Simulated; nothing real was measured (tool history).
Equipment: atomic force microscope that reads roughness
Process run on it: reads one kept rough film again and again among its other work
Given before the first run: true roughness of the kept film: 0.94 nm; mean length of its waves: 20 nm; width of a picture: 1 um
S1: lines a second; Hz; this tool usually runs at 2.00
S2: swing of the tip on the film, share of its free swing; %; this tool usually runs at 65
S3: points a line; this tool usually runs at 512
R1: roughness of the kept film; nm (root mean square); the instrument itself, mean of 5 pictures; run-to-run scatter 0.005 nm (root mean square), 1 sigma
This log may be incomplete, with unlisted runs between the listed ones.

run,hour,S1,S2,S3,R1
1,0.0,2.00,65,512,0.793
2,6.1,2.00,65,334,0.777
3,12.8,2.00,65,334,0.782
4,18.5,2.00,58,334,0.773
5,24.3,2.00,65,512,0.790
6,28.9,2.00,77,512,0.759
7,34.6,2.00,77,512,0.756
# hour 36.1: height scale calibrated on a step standard
8,44.8,3.19,65,512,0.763
# hour 54.9: new tip fitted
9,54.9,2.00,69,512,0.835
10,60.6,2.00,69,512,0.836
11,66.4,2.00,69,512,0.838
12,71.2,2.37,55,769,0.851
# hour 79.2: height scale calibrated on a step standard, once more
13,79.3,1.93,68,930,0.841
14,86.9,1.55,79,512,0.813
15,93.2,2.97,64,293,0.806
16,101.7,2.97,64,293,0.791
17,111.7,2.48,67,410,0.806
18,119.6,0.51,65,288,0.818
19,124.1,0.51,65,288,0.812
20,134.3,2.17,70,571,0.808
21,140.0,2.00,65,363,0.796

Branching from run 21: 4 alternative next runs. What would each branch give?
A,149.9,2.27,65,907,?
B,149.9,0.69,60,258,?
C,149.9,2.00,58,525,?
D,149.9,0.68,65,780,?

run,R1
A,0.804
B,0.790
C,0.814
D,0.818
Take away the tool's hidden state, keep each run's random variation, and the runs would have read:
run,R1
A,0.851
B,0.836
C,0.862
D,0.867

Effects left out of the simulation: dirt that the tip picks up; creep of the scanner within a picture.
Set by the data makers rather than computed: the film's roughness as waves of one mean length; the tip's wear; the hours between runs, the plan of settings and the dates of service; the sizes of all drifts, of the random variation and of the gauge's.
